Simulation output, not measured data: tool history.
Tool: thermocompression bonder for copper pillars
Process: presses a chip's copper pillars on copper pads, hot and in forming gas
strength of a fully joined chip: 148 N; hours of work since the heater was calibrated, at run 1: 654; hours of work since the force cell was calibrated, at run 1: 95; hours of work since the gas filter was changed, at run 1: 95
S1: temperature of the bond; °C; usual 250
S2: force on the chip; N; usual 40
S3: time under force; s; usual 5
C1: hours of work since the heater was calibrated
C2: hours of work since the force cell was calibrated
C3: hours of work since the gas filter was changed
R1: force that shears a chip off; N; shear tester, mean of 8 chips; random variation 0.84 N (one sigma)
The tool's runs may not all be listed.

| run | hour | S1 | S2 | S3 | C1 | C2 | C3 | R1 |
|---|---|---|---|---|---|---|---|---|
| 1 | 0.0 | 250 | 40 | 5 | 654 | 95 | 95 | 72.8 |
| 2 | 24.1 | 250 | 40 | 5 | 673 | 114 | 114 | 71.9 |
| 3 | 43.3 | 250 | 40 | 5 | 688 | 130 | 130 | 71.7 |
| 4 | 69.3 | 243 | 40 | 5 | 709 | 150 | 150 | 66.1 |
| 5 | 93.1 | 243 | 40 | 5 | 728 | 169 | 169 | 64.1 |
| 6 | 117.7 | 243 | 40 | 5 | 748 | 189 | 189 | 65.0 |
| 7 | 157.3 | 250 | 40 | 5 | 779 | 221 | 221 | 69.2 |
| 8 | 175.2 | 250 | 40 | 5 | 794 | 235 | 235 | 71.2 |
|  | 212.2 | forming gas filter changed |
| 9 | 212.2 | 250 | 40 | 5 | 823 | 264 | 0 | 76.0 |
| 10 | 244.9 | 250 | 40 | 6 | 849 | 290 | 26 | 82.1 |
| 11 | 268.5 | 250 | 40 | 6 | 868 | 309 | 45 | 81.5 |
| 12 | 293.1 | 250 | 40 | 6 | 888 | 329 | 65 | 80.6 |
| 13 | 316.0 | 222 | 40 | 6 | 906 | 347 | 83 | 57.3 |
| 14 | 332.4 | 225 | 40 | 5 | 919 | 360 | 96 | 55.3 |
|  | 345.8 | heater calibrated with a thermocouple chip |
| 15 | 372.6 | 225 | 33 | 5 | 21 | 391 | 127 | 37.9 |
| 16 | 411.6 | 225 | 33 | 5 | 53 | 422 | 158 | 38.2 |
| 17 | 433.6 | 225 | 30 | 5 | 70 | 440 | 175 | 34.1 |
| 18 | 466.8 | 225 | 30 | 5 | 97 | 466 | 202 | 32.3 |
| 19 | 490.8 | 250 | 40 | 5 | 116 | 486 | 221 | 65.5 |
| 20 | 511.0 | 265 | 40 | 5 | 132 | 502 | 237 | 76.0 |
| 21 | 536.7 | 235 | 40 | 4 | 153 | 522 | 258 | 50.8 |
|  | 545.6 | forming gas filter changed |
| 22 | 575.8 | 273 | 25 | 4 | 183 | 553 | 24 | 52.5 |
| 23 | 598.0 | 250 | 40 | 5 | 201 | 571 | 42 | 72.8 |
| 24 | 628.1 | 250 | 40 | 10 | 225 | 595 | 66 | 88.0 |
| 25 | 667.6 | 222 | 40 | 12 | 257 | 626 | 98 | 68.2 |
| 26 | 705.0 | 236 | 36 | 4 | 287 | 656 | 127 | 47.1 |
| 27 | 742.1 | 236 | 36 | 4 | 317 | 686 | 157 | 47.3 |
| 28 | 771.7 | 250 | 40 | 5 | 340 | 710 | 181 | 69.2 |
| 29 | 789.1 | 256 | 39 | 5 | 354 | 724 | 195 | 70.7 |
| 30 | 805.3 | 270 | 40 | 14 | 367 | 737 | 208 | 108.3 |
| 31 | 825.3 | 253 | 40 | 8 | 383 | 753 | 224 | 83.6 |
| 32 | 854.0 | 241 | 55 | 9 | 406 | 776 | 247 | 99.5 |
| 33 | 874.2 | 241 | 55 | 9 | 422 | 792 | 263 | 96.7 |
|  | 877.8 | forming gas filter changed |
| 34 | 900.0 | 243 | 25 | 5 | 442 | 812 | 18 | 40.4 |
| 35 | 928.2 | 246 | 49 | 5 | 465 | 835 | 40 | 88.3 |
| 36 | 965.9 | 234 | 40 | 3 | 495 | 865 | 70 | 51.6 |
| 37 | 1005.1 | 234 | 40 | 3 | 526 | 896 | 102 | 50.0 |
| 38 | 1029.0 | 272 | 40 | 5 | 546 | 915 | 121 | 91.8 |
| 39 | 1058.9 | 246 | 34 | 7 | 569 | 939 | 145 | 67.0 |

Some steps in R1 between neighbouring runs. How much of each would the tool show without its hidden state too (settings, what came in, random variation), and how much is left for the hidden state, with any gauge scatter that isn't in both results?
The hidden state here: true temperature of the bond over the reading, C; force that reaches the chip, % of what is set; oxide that the forming gas leaves, % of the face; drift of the gauge itself on shear_n, %.
Run 8 -> 9: forming gas filter changed. R1 +4.8 N: hidden state +7.0, all else -2.2.
Run 14 -> 15: S2 40 -> 33, heater calibrated with a thermocouple chip. R1 -17.4 N: hidden state -8.0, all else -9.4.
Run 33 -> 34: S1 241 -> 243, S2 55 -> 25, S3 9 -> 5, forming gas filter changed. R1 -56.3 N: hidden state +7.6, all else -63.9.
Run 34 -> 35: S1 243 -> 246, S2 25 -> 49. R1 +47.9 N: hidden state +2.5, all else +45.4.
Run 37 -> 38: S1 234 -> 272, S3 3 -> 5. R1 +41.8 N: hidden state -0.3, all else +42.1.
